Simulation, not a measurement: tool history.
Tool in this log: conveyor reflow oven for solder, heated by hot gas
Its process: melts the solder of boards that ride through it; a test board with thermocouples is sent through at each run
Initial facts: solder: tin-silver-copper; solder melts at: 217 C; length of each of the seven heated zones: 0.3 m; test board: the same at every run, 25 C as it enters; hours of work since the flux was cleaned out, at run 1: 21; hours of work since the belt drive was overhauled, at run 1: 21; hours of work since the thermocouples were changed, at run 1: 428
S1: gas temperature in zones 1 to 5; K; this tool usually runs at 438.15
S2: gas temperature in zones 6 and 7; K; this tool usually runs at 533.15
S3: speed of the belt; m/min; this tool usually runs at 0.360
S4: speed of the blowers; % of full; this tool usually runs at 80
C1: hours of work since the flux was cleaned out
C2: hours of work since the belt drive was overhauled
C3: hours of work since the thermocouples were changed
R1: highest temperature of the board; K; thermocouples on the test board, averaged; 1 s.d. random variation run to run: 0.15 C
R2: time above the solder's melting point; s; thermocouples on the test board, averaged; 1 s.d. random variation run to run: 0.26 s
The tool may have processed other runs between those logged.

| run | hour | S1 | S2 | S3 | S4 | C1 | C2 | C3 | R1 | R2 |
|---|---|---|---|---|---|---|---|---|---|---|
| 1 | 0.0 | 438.15 | 533.15 | 0.360 | 80 | 21 | 21 | 428 | 523.85 | 72.5 |
| 2 | 11.8 | 438.15 | 533.15 | 0.360 | 80 | 27 | 27 | 434 | 523.95 | 72.9 |
| 3 | 20.3 | 438.15 | 533.15 | 0.360 | 80 | 31 | 31 | 438 | 523.95 | 72.7 |
| 4 | 31.3 | 438.15 | 533.15 | 0.360 | 80 | 37 | 37 | 444 | 524.15 | 72.6 |
| 5 | 40.4 | 438.15 | 533.15 | 0.360 | 80 | 41 | 41 | 448 | 523.85 | 72.7 |
| 6 | 47.2 | 438.15 | 529.15 | 0.360 | 80 | 45 | 45 | 451 | 520.45 | 69.0 |
|  | 52.3 | belt drive overhauled, speed set with a stopwatch |
| 7 | 58.2 | 438.15 | 527.15 | 0.360 | 80 | 48 | 3 | 455 | 518.15 | 67.5 |
| 8 | 72.1 | 438.15 | 527.15 | 0.360 | 80 | 55 | 10 | 462 | 518.55 | 67.2 |
| 9 | 86.0 | 438.15 | 527.15 | 0.360 | 80 | 62 | 17 | 469 | 518.25 | 67.3 |
| 10 | 99.0 | 428.15 | 527.15 | 0.391 | 60 | 68 | 23 | 475 | 510.25 | 45.7 |
| 11 | 112.8 | 428.15 | 521.15 | 0.423 | 80 | 75 | 30 | 482 | 507.25 | 38.7 |
| 12 | 125.9 | 438.15 | 532.15 | 0.338 | 80 | 82 | 37 | 489 | 523.95 | 78.6 |
| 13 | 136.8 | 438.15 | 532.15 | 0.338 | 80 | 87 | 42 | 494 | 524.25 | 78.5 |
| 14 | 146.2 | 439.15 | 521.15 | 0.338 | 80 | 92 | 47 | 499 | 513.85 | 68.6 |
|  | 156.3 | belt drive overhauled, speed set with a stopwatch, once more |
| 15 | 159.4 | 427.15 | 542.15 | 0.317 | 68 | 97 | 2 | 503 | 532.35 | 85.8 |
| 16 | 168.5 | 438.15 | 526.15 | 0.341 | 80 | 101 | 6 | 508 | 518.35 | 71.9 |
| 17 | 179.0 | 444.15 | 532.15 | 0.360 | 80 | 106 | 11 | 513 | 523.45 | 74.0 |
| 18 | 192.0 | 440.15 | 533.15 | 0.360 | 57 | 113 | 18 | 520 | 519.55 | 66.1 |

Here are 4 independent what-if runs from the current tool condition. What would each one return?
| A | 206.9 | 438.15 | 540.15 | 0.360 | 80 | 120 | 25 | 527 | ? | ? |
| B | 206.9 | 440.15 | 533.15 | 0.417 | 62 | 120 | 25 | 527 | ? | ? |
| C | 206.9 | 429.15 | 534.15 | 0.360 | 55 | 120 | 25 | 527 | ? | ? |
| D | 206.9 | 440.15 | 533.15 | 0.335 | 57 | 120 | 25 | 527 | ? | ? |

| run | R1 | R2 |
|---|---|---|
| A | 529.95 | 77.2 |
| B | 516.25 | 53.1 |
| C | 517.85 | 59.7 |
| D | 522.05 | 75.1 |
The same runs, with their run-to-run variation unchanged, on a tool lacking any hidden condition would have given:
| run | R1 | R2 |
|---|---|---|
| A | 529.95 | 77.6 |
| B | 516.45 | 53.7 |
| C | 517.85 | 60.1 |
| D | 521.85 | 75.4 |
